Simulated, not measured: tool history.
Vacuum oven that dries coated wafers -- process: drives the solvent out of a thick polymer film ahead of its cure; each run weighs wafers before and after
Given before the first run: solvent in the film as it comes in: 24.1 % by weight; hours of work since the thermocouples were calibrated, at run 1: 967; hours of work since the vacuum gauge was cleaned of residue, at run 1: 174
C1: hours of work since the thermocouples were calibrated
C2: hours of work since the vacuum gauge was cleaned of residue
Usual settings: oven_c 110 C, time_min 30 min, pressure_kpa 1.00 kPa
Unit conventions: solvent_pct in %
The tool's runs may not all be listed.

{"run": 1, "hour": 0.0, "oven_c": 110, "time_min": 30, "pressure_kpa": 1.0, "C1": 967, "C2": 174, "solvent_pct": 2.35}
{"run": 2, "hour": 22.2, "oven_c": 110, "time_min": 30, "pressure_kpa": 1.0, "C1": 981, "C2": 188, "solvent_pct": 2.42}
{"run": 3, "hour": 37.6, "oven_c": 98, "time_min": 30, "pressure_kpa": 1.0, "C1": 991, "C2": 197, "solvent_pct": 5.75}
{"run": 4, "hour": 53.7, "oven_c": 98, "time_min": 30, "pressure_kpa": 1.0, "C1": 1001, "C2": 207, "solvent_pct": 5.48}
{"run": 5, "hour": 73.2, "oven_c": 98, "time_min": 30, "pressure_kpa": 1.0, "C1": 1013, "C2": 220, "solvent_pct": 5.81}
{"run": 6, "hour": 85.4, "oven_c": 98, "time_min": 30, "pressure_kpa": 1.0, "C1": 1021, "C2": 227, "solvent_pct": 5.61}
{"run": 7, "hour": 107.8, "oven_c": 98, "time_min": 30, "pressure_kpa": 1.0, "C1": 1035, "C2": 241, "solvent_pct": 5.83}
{"run": 8, "hour": 126.1, "oven_c": 98, "time_min": 30, "pressure_kpa": 1.0, "C1": 1047, "C2": 253, "solvent_pct": 5.64}
{"run": 9, "hour": 138.7, "oven_c": 107, "time_min": 22, "pressure_kpa": 2.9, "C1": 1054, "C2": 261, "solvent_pct": 7.21}
{"run": 10, "hour": 151.8, "oven_c": 98, "time_min": 42, "pressure_kpa": 1.28, "C1": 1063, "C2": 269, "solvent_pct": 4.9}
{"run": 11, "hour": 165.5, "oven_c": 118, "time_min": 30, "pressure_kpa": 1.91, "C1": 1071, "C2": 278, "solvent_pct": 2.57}
{"run": 12, "hour": 186.0, "oven_c": 119, "time_min": 30, "pressure_kpa": 0.54, "C1": 1084, "C2": 291, "solvent_pct": 0.77}
{"run": 13, "hour": 205.1, "oven_c": 119, "time_min": 30, "pressure_kpa": 0.54, "C1": 1096, "C2": 302, "solvent_pct": 0.77}
{"run": 14, "hour": 225.6, "oven_c": 110, "time_min": 35, "pressure_kpa": 2.43, "C1": 1109, "C2": 315, "solvent_pct": 4.55}
{"run": 15, "hour": 239.0, "oven_c": 110, "time_min": 53, "pressure_kpa": 3.17, "C1": 1117, "C2": 324, "solvent_pct": 5.4}

Here are 3 independent what-if runs from the current tool condition. What would each one return?
{"run": "A", "hour": 261.3, "oven_c": 104, "time_min": 42, "pressure_kpa": 1.07, "C1": 1131, "C2": 338, "solvent_pct": "?"}
{"run": "B", "hour": 261.3, "oven_c": 101, "time_min": 30, "pressure_kpa": 3.45, "C1": 1131, "C2": 338, "solvent_pct": "?"}
{"run": "C", "hour": 261.3, "oven_c": 101, "time_min": 33, "pressure_kpa": 3.42, "C1": 1131, "C2": 338, "solvent_pct": "?"}

run=A solvent_pct=2.83
run=B solvent_pct=9.73
run=C solvent_pct=9.26
With the hidden condition removed and each run's random variation left untouched, the same runs would have given:
run=A solvent_pct=2.82
run=B solvent_pct=9.72
run=C solvent_pct=9.25
